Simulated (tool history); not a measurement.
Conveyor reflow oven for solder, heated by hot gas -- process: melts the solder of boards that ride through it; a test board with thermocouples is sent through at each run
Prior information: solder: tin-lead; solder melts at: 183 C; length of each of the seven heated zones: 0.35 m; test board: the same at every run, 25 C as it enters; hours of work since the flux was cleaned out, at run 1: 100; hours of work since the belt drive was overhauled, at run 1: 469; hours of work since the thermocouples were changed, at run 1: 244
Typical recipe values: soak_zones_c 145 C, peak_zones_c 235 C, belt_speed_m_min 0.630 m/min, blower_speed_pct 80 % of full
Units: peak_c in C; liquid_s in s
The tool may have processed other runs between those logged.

run	hour	soak_zones_c	peak_zones_c	belt_speed_m_min	blower_speed_pct	hours of work since the flux was cleaned out	hours of work since the belt drive was overhauled	hours of work since the thermocouples were changed	peak_c	liquid_s
1	0.0	145	235	0.630	80	100	469	244	218.3	52.6
2	22.9	145	235	0.630	80	110	479	254	218.8	52.5
3	38.6	145	235	0.620	80	118	487	261	218.5	53.5
4	49.8	145	235	0.620	80	123	492	267	218.7	54.2
5	73.0	145	235	0.620	80	134	503	277	218.5	53.4
6	86.9	145	235	0.630	61	140	509	284	213.2	47.1
7	111.8	133	235	0.630	80	152	521	295	216.0	47.2
8	134.0	133	235	0.630	80	162	531	306	216.1	47.3
9	146.4	133	235	0.630	80	168	537	311	216.8	47.5
10	160.3	159	235	0.630	80	174	543	318	220.4	59.5
11	177.9	159	235	0.630	80	182	551	326	220.9	59.8
12	195.2	159	235	0.630	80	190	559	334	220.9	59.5
13	212.1	159	235	0.630	80	198	567	342	220.6	59.9
14	234.3	145	235	0.630	80	208	577	352	217.8	52.7
15	247.3	145	235	0.630	80	214	583	358	218.1	52.5
16	269.1	145	235	0.630	80	224	593	368	218.5	52.2
17	284.4	145	235	0.630	80	232	601	375	218.3	52.4
18	298.9	145	241	0.541	80	238	607	382	227.8	68.0
19	324.2	145	241	0.746	80	250	619	394	217.6	42.9
20	344.4	145	241	0.746	80	259	628	403	217.7	43.1
21	367.6	145	235	0.630	87	270	639	414	219.4	53.5
22	383.4	158	227	0.753	74	277	646	421	207.9	40.3
23	399.3	158	227	0.753	74	285	654	429	207.5	40.8
24	420.0	146	235	0.615	80	294	663	438	219.7	55.3
25	432.5	133	235	0.571	80	300	669	444	219.2	54.7
26	444.5	133	235	0.571	80	306	675	449	219.6	55.6
27	459.5	133	235	0.571	80	313	682	456	219.0	55.3

Here are 4 independent what-if runs from the current tool condition. What would each one return?
A	480.7	156	235	0.571	80	323	691	466	?	?
B	480.7	136	235	0.658	80	323	691	466	?	?
C	480.7	133	235	0.571	55	323	691	466	?	?
D	480.7	145	250	0.630	69	323	691	466	?	?

run	peak_c	liquid_s
A	223.0	65.8
B	215.6	45.4
C	210.8	47.2
D	228.0	57.4
Without the tool's unlogged condition, the same runs would have read:
run	peak_c	liquid_s
A	223.0	65.8
B	215.7	45.4
C	210.9	47.3
D	228.0	57.4
